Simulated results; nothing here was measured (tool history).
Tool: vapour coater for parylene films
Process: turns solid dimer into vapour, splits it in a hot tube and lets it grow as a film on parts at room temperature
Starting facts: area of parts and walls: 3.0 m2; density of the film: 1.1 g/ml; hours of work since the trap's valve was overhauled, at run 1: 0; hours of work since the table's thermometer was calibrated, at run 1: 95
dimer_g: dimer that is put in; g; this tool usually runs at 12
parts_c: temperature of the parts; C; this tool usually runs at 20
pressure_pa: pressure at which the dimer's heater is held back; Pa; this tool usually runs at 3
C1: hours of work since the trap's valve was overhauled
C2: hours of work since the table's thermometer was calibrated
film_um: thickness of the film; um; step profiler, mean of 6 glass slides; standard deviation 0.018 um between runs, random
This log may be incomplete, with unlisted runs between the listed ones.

Run 1, hour 0: usual settings; C1 0; C2 95. Result: film_um 2.83 um.
Run 2, hour 32.1: usual settings; C1 21; C2 116. Result: film_um 2.81 um.
Run 3, hour 46.5: usual settings; C1 31; C2 126. Result: film_um 2.78 um.
Run 4, hour 68.9: usual settings; C1 46; C2 140. Result: film_um 2.79 um.
Run 5, hour 99.3: usual settings but pressure_pa 3.2 Pa; C1 66; C2 161. Result: film_um 2.74 um.
Run 6, hour 127.3: usual settings but pressure_pa 3.2 Pa; C1 84; C2 179. Result: film_um 2.77 um.
Run 7, hour 147.8: usual settings but pressure_pa 3.2 Pa; C1 98; C2 193. Result: film_um 2.73 um.
Run 8, hour 169.9: usual settings but pressure_pa 3.2 Pa; C1 112; C2 207. Result: film_um 2.74 um.
At hour 172.5: table's thermometer calibrated.
Run 9, hour 196.5: usual settings; C1 129; C2 16. Result: film_um 2.76 um.
Run 10, hour 213.2: usual settings; C1 140; C2 27. Result: film_um 2.73 um.
Run 11, hour 241.3: usual settings but dimer_g 11 g, parts_c 24 C, pressure_pa 2.41 Pa; C1 159; C2 46. Result: film_um 2.17 um.
Run 12, hour 258.1: usual settings but dimer_g 11 g, parts_c 24 C, pressure_pa 2.41 Pa; C1 170; C2 57. Result: film_um 2.19 um.
At hour 273.3: table's thermometer calibrated, once more.
Run 13, hour 288.3: usual settings but dimer_g 11 g, parts_c 24 C, pressure_pa 11.22 Pa; C1 190; C2 10. Result: film_um 1.53 um.
Run 14, hour 312.1: usual settings but parts_c 16 C, pressure_pa 11.93 Pa; C1 205; C2 26. Result: film_um 2.47 um.
Run 15, hour 343.2: usual settings but dimer_g 9 g, parts_c 26 C, pressure_pa 11.93 Pa; C1 226; C2 46. Result: film_um 1.15 um.
Run 16, hour 373.6: usual settings but dimer_g 9 g, parts_c 26 C, pressure_pa 11.93 Pa; C1 246; C2 66. Result: film_um 1.12 um.
Run 17, hour 391: usual settings but dimer_g 8 g, parts_c 18 C; C1 258; C2 78. Result: film_um 1.94 um.
Run 18, hour 406.9: usual settings but dimer_g 8 g, parts_c 18 C; C1 268; C2 88. Result: film_um 1.93 um.
Run 19, hour 434.3: usual settings but dimer_g 8 g, parts_c 18 C; C1 286; C2 107. Result: film_um 1.92 um.

4 options for the next run, each taken on its own from the tool as it stands now. Forecast them:
Run A, hour 457.4: usual settings but parts_c 13 C, pressure_pa 3.78 Pa; C1 302; C2 122. Result: film_um ?.
Run B, hour 457.4: usual settings but dimer_g 6 g; C1 302; C2 122. Result: film_um ?.
Run C, hour 457.4: usual settings but parts_c 15 C, pressure_pa 3.19 Pa; C1 302; C2 122. Result: film_um ?.
Run D, hour 457.4: usual settings but dimer_g 11 g, parts_c 19 C, pressure_pa 6.95 Pa; C1 302; C2 122. Result: film_um ?.

run  film_um
  A     3.29
  B      1.3
  C     3.25
  D     2.15
Had the tool no hidden state, the same runs would have come out as:
run  film_um
  A     3.56
  B     1.41
  C     3.51
  D     2.32
